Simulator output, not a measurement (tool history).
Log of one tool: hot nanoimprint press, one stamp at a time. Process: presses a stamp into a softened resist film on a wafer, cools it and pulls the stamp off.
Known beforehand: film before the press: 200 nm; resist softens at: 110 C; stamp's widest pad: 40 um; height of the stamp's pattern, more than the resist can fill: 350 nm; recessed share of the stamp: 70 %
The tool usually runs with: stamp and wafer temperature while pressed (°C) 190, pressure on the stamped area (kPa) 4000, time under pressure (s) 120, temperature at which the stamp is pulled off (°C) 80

run   hour  stamp and wafer temperature while pressed (°C)  pressure on the stamped area (kPa)  time under pressure (s)  temperature at which the stamp is pulled off (°C)  resist left under the stamp's widest pad (angstrom)  greatest force while the stamp is pulled off (N)
  1      0                                             190                                4000                      120                                                 80                                                 1089                                               103
  2      8                                             190                                4000                      120                                                 80                                                 1074                                               105
  3   19.4                                             190                                4000                      120                                                 80                                                 1091                                               104
  4   28.2                                             190                                4000                      120                                                 80                                                 1072                                               105
  5   36.2                                             190                                4000                      120                                                 80                                                 1073                                               107
      50.1  -- stamp cleaned and given a new release coat
  6   50.1                                             178                                4000                      120                                                 80                                                 1594                                                90
  7   56.6                                             178                                4000                      120                                                 80                                                 1596                                                93
  8     69                                             178                                4000                      120                                                 80                                                 1589                                                91
      72.9  -- plate thermocouple calibrated
  9   81.3                                             190                                4000                      120                                                 80                                                 1106                                                94
 10   87.5                                             190                                4000                      120                                                 80                                                 1102                                                94
 11   94.5                                             199                                4000                      182                                                 65                                                  646                                               104
 12  104.7                                             199                                4000                      182                                                 65                                                  655                                               101
 13  113.4                                             190                                4000                       75                                                 79                                                 1279                                               101
     119.3  -- plate thermocouple calibrated, once more
 14  130.7                                             183                                3320                      179                                                 80                                                 1291                                                97
 15    138                                             198                                4000                      120                                                 85                                                  782                                                95
 16    147                                             178                                4810                      120                                                 72                                                 1508                                               103
 17  153.7                                             178                                4150                      117                                                 84                                                 1598                                                89
 18  161.3                                             198                                4000                      138                                                 67                                                  725                                               109

Here are 4 independent what-if runs from the current tool condition. What would each one return?
  A  171.8                                             188                                5480                      133                                                 67                                                    ?                                                 ?
  B  171.8                                             190                                4000                      151                                                 73                                                    ?                                                 ?
  C  171.8                                             191                                4000                      120                                                 86                                                    ?                                                 ?
  D  171.8                                             190                                4480                       69                                                 80                                                    ?                                                 ?

run  resist left under the stamp's widest pad (angstrom)  greatest force while the stamp is pulled off (N)
  A                                                  988                                               109
  B                                                  981                                               105
  C                                                 1018                                                95
  D                                                 1223                                               100
Take away the tool's hidden state, keep each run's random variation, and the runs would have read:
run  resist left under the stamp's widest pad (angstrom)  greatest force while the stamp is pulled off (N)
  A                                                  981                                               102
  B                                                  975                                                98
  C                                                 1011                                                89
  D                                                 1216                                                93
